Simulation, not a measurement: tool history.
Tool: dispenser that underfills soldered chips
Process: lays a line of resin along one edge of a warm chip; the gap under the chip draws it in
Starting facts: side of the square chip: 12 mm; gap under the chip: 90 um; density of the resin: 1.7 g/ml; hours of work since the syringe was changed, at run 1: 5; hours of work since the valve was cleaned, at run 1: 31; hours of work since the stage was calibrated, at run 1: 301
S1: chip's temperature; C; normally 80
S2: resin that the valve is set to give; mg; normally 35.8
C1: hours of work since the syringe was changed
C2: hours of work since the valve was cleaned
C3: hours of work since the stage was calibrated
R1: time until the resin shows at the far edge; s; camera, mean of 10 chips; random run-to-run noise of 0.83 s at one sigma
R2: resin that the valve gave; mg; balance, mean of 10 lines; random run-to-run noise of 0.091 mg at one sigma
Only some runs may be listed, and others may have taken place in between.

run,day,S1,S2,C1,C2,C3,R1,R2
1,0,80,35.8,5,31,301,93,35.3
# day 0.254: new syringe of resin
2,0.325,80,35.8,1,37,307,79.1,35.08
3,0.708,80,35.8,9,44,315,107.3,35.1
# day 0.775: new syringe of resin
# day 1.283: new syringe of resin
4,1.308,80,35.8,0,55,326,75,34.97
# day 1.479: dispensing valve cleaned and set on the balance
5,1.65,80,35.8,6,3,331,95.4,35.83
# day 1.833: new syringe of resin
# day 2.362: new syringe of resin
6,2.383,80,35.8,0,17,345,74.7,35.47
# day 2.879: new syringe of resin
7,2.9,80,39.6,0,26,355,74,39.06
# day 3.4: new syringe of resin
8,3.612,85,35.8,4,40,368,72.6,35.17
# day 3.946: new syringe of resin
9,4.204,80,44.6,5,51,379,88.4,43.67
# day 4.475: new syringe of resin
# day 4.621: dispensing valve cleaned and set on the balance
10,4.812,80,44.6,6,4,390,92.5,44.52
# day 5.029: new syringe of resin
11,5.467,80,35.8,8,16,402,103.1,35.35
# day 5.538: new syringe of resin
# day 6.05: new syringe of resin
12,6.05,89,35.8,0,27,413,54.3,35.34
# day 6.583: new syringe of resin
13,6.588,91,35.8,0,37,423,49.5,35.22
# day 7.108: new syringe of resin
14,7.25,91,35.8,3,49,435,56,34.88
# day 7.667: new syringe of resin
# day 7.762: dispensing valve cleaned and set on the balance
15,7.854,91,35.8,3,2,446,56.4,35.66
# day 8.238: new syringe of resin
16,8.408,92,35.8,3,12,456,54.8,35.47
# day 8.758: new syringe of resin
17,8.762,83,32.6,0,19,463,63.7,32.25
18,9.154,78,46.1,8,26,470,104.5,45.51
# day 9.267: new syringe of resin
19,9.475,68,31.8,4,32,476,139.2,31.34
# day 9.808: new syringe of resin
20,9.988,68,31.8,3,42,486,135.2,31.18
# day 10.371: new syringe of resin
21,10.712,71,34.3,7,55,499,133.8,33.4
# day 10.875: dispensing valve cleaned and set on the balance
# day 10.942: new syringe of resin
22,11.233,77,41.9,6,7,508,100.6,41.76
# day 11.462: new syringe of resin
23,11.921,84,44.1,9,20,521,91.7,43.77
# day 12: new syringe of resin
# day 12.525: new syringe of resin
24,12.642,84,44.1,2,33,535,68.1,43.31
# day 13.083: new syringe of resin
25,13.342,82,30.5,5,46,548,86.3,29.9
# day 13.592: new syringe of resin
26,13.779,83,46.1,4,54,556,73.6,44.93
# day 13.975: dispensing valve cleaned and set on the balance
# day 14.179: new syringe of resin
27,14.525,83,46.1,7,10,569,84.2,46.01
# day 14.7: new syringe of resin
28,15.012,83,46.1,6,19,578,80.5,45.78
# day 15.208: new syringe of resin
29,15.408,92,45.6,4,27,586,55.4,45.18

Branching from run 29: 3 alternative next runs. What would each branch give?
# day 15.733: new syringe of resin
# day 16.108: stage's temperature calibrated
A,16.171,66,33.8,8,40,1,?,?
# day 15.733: new syringe of resin
# day 16.108: stage's temperature calibrated
B,16.171,70,45.9,8,40,1,?,?
# day 15.733: new syringe of resin
# day 16.108: stage's temperature calibrated
C,16.171,80,33.8,8,40,1,?,?

run,R1,R2
A,183.3,33.27
B,151.9,45.08
C,107.2,33.1
Take away the tool's hidden state, keep each run's random variation, and the runs would have read:
run,R1,R2
A,131.9,33.87
B,109.6,45.9
C,77.1,33.7
